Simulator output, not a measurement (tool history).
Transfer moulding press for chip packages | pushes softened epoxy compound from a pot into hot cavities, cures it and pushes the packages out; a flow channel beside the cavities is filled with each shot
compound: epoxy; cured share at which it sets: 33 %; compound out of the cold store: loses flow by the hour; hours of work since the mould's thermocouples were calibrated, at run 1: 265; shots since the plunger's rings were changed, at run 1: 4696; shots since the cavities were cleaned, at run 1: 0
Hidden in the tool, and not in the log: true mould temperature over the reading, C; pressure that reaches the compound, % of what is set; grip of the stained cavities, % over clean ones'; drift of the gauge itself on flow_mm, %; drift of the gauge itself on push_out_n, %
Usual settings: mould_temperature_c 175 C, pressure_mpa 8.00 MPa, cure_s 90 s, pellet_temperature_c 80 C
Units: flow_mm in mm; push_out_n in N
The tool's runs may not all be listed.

run	day	mould_temperature_c	pressure_mpa	cure_s	pellet_temperature_c	hours of work since the mould's thermocouples were calibrated	shots since the plunger's rings were changed	shots since the cavities were cleaned	incoming compound's hours out of the cold store	flow_mm	push_out_n
1	0.000	175	8.00	90	80	265	4696	0	33.5	893	238
# day 0.279: plunger's sealing rings changed
2	0.721	175	8.00	90	80	275	135	188	37.4	906	281
3	1.367	175	8.00	90	80	285	330	383	20.4	957	324
# day 1.604: cavities cleaned with cleaning compound and waxed
4	1.954	175	8.00	90	80	293	490	107	11.4	980	265
5	2.483	175	8.00	90	80	301	650	267	9.9	982	298
6	2.892	175	8.00	90	80	307	774	391	21.4	947	323
# day 3.133: cavities cleaned with cleaning compound and waxed
7	3.350	175	8.00	90	80	314	894	66	43.6	890	245
8	3.629	175	8.00	90	80	318	979	151	36.8	906	277
9	4.142	175	8.00	90	80	326	1134	306	28.4	927	307
10	4.512	175	7.31	90	80	332	1247	419	18.9	911	331
# day 4.658: cavities cleaned with cleaning compound and waxed
11	5.162	175	7.31	90	80	341	1426	154	40.5	853	274
12	5.662	175	8.00	78	80	349	1578	306	16.5	959	378
# day 6.171: cavities cleaned with cleaning compound and waxed
13	6.200	175	8.00	78	80	356	1722	9	12.4	967	310
14	6.825	175	8.00	90	80	366	1911	198	10.3	975	290
15	7.088	175	8.00	90	80	370	1992	279	37.7	894	288
16	7.442	181	9.17	90	80	375	2099	386	45.2	912	270
# day 7.696: cavities cleaned with cleaning compound and waxed
17	7.779	181	9.17	90	80	380	2182	25	31.8	946	209
18	8.108	175	6.33	119	80	385	2282	125	31.5	811	221
19	8.412	175	6.20	116	80	389	2375	218	30.1	805	246
20	8.933	172	8.18	76	80	398	2533	376	38.2	913	499
# day 9.221: cavities cleaned with cleaning compound and waxed
21	9.371	172	8.18	76	80	403	2647	46	46.5	892	392
22	9.896	176	8.00	90	80	411	2806	205	21.9	928	275
23	10.421	176	8.36	90	76	420	2965	364	46.0	882	297
# day 10.704: cavities cleaned with cleaning compound and waxed
24	10.796	175	8.00	114	80	424	3060	28	31.7	903	202
25	11.342	180	6.65	87	79	433	3226	194	35.8	794	251
26	11.692	179	7.01	82	76	438	3333	301	35.1	820	276
27	12.071	178	8.99	90	80	444	3448	416	40.0	919	288
# day 12.200: cavities cleaned with cleaning compound and waxed
28	12.621	178	8.99	90	80	452	3595	127	17.5	980	247
29	13.038	178	8.99	90	80	458	3722	254	21.3	968	262

How the hidden state differs across the entries between the runs, from the last listed run before each to the first after it:
Between runs 1 and 2: plunger's sealing rings changed (day 0.279)
  true mould temperature over the reading, C: 0.41 -> 0.42; pressure that reaches the compound, % of what is set: 93.27 -> 99.37; grip of the stained cavities, % over clean ones': 1.1 -> 20.8
  measured less the result without the state, flow_mm: -34 -> -5 mm; push_out_n: -2 -> +45 N
Between runs 3 and 4: cavities cleaned with cleaning compound and waxed (day 1.604)
  true mould temperature over the reading, C: 0.43 -> 0.44; pressure that reaches the compound, % of what is set: 99.12 -> 98.88; grip of the stained cavities, % over clean ones': 35.8 -> 12
  measured less the result without the state, flow_mm: -6 -> -8 mm; push_out_n: +80 -> +24 N
Between runs 6 and 7: cavities cleaned with cleaning compound and waxed (day 3.133)
  pressure that reaches the compound, % of what is set: 98.48 -> 98.31; grip of the stained cavities, % over clean ones': 35.1 -> 9.8
  measured less the result without the state, flow_mm: -9 -> -10 mm; push_out_n: +78 -> +18 N
Between runs 10 and 11: cavities cleaned with cleaning compound and waxed (day 4.658)
  true mould temperature over the reading, C: 0.48 -> 0.49; pressure that reaches the compound, % of what is set: 97.84 -> 97.57; grip of the stained cavities, % over clean ones': 38.4 -> 18.4
  measured less the result without the state, flow_mm: -12 -> -13 mm; push_out_n: +86 -> +38 N
Between runs 12 and 13: cavities cleaned with cleaning compound and waxed (day 6.171)
  true mould temperature over the reading, C: 0.5 -> 0.51; pressure that reaches the compound, % of what is set: 97.37 -> 97.15; grip of the stained cavities, % over clean ones': 30.7 -> 3.3
  measured less the result without the state, flow_mm: -15 -> -17 mm; push_out_n: +79 -> -1 N
Between runs 16 and 17: cavities cleaned with cleaning compound and waxed (day 7.696)
  pressure that reaches the compound, % of what is set: 96.61 -> 96.5; grip of the stained cavities, % over clean ones': 35.3 -> 3.9
  measured less the result without the state, flow_mm: -18 -> -19 mm; push_out_n: +71 -> +7 N
Between runs 20 and 21: cavities cleaned with cleaning compound and waxed (day 9.221)
  pressure that reaches the compound, % of what is set: 96.02 -> 95.87; grip of the stained cavities, % over clean ones': 34.5 -> 7.9
  measured less the result without the state, flow_mm: -22 -> -22 mm; push_out_n: +113 -> +13 N
Between runs 23 and 24: cavities cleaned with cleaning compound and waxed (day 10.704)
  true mould temperature over the reading, C: 0.57 -> 0.58; pressure that reaches the compound, % of what is set: 95.43 -> 95.29; grip of the stained cavities, % over clean ones': 34.7 -> 4.3
  measured less the result without the state, flow_mm: -23 -> -25 mm; push_out_n: +73 -> +7 N
Between runs 27 and 28: cavities cleaned with cleaning compound and waxed (day 12.200)
  pressure that reaches the compound, % of what is set: 94.76 -> 94.57; grip of the stained cavities, % over clean ones': 37.4 -> 15
  measured less the result without the state, flow_mm: -28 -> -30 mm; push_out_n: +73 -> +30 N

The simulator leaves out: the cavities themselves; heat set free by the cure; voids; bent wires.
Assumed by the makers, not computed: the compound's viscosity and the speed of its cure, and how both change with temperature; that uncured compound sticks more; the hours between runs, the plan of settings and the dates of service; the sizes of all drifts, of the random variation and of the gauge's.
